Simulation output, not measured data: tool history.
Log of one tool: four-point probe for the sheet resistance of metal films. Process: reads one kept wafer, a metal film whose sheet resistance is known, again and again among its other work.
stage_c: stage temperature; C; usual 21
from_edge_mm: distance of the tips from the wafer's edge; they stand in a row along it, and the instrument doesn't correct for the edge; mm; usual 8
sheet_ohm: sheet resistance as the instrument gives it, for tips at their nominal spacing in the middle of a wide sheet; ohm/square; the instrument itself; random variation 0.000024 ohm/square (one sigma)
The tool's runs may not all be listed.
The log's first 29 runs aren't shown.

| run | day | stage_c | from_edge_mm | touches since the probe head was changed | hours of work since the stage's thermometer was calibrated | sheet_ohm |
|---|---|---|---|---|---|---|
| 30 | 16.354 | 23 | 8 | 12491 | 1358 | 0.118216 |
| 31 | 17.1 | 19 | 9 | 12930 | 1368 | 0.118671 |
| 32 | 17.588 | 21 | 24 | 13216 | 1374 | 0.118072 |
| 33 | 17.954 | 31 | 20 | 13429 | 1378 | 0.116855 |
| 34 | 18.308 | 31 | 20 | 13639 | 1383 | 0.11687 |
| 35 | 18.812 | 31 | 20 | 13935 | 1389 | 0.116818 |
| 36 | 19.292 | 31 | 20 | 14215 | 1395 | 0.11688 |
| 37 | 19.896 | 21 | 20 | 14569 | 1402 | 0.118144 |

Run 38 comes next. What will it give?
| 38 | 20.512 | 35 | 5 | 14931 | 1410 | ? |

Run 38 gave sheet_ohm 0.117313 ohm/square.
Without the tool's hidden state the same run would have given sheet_ohm 0.117312 ohm/square.
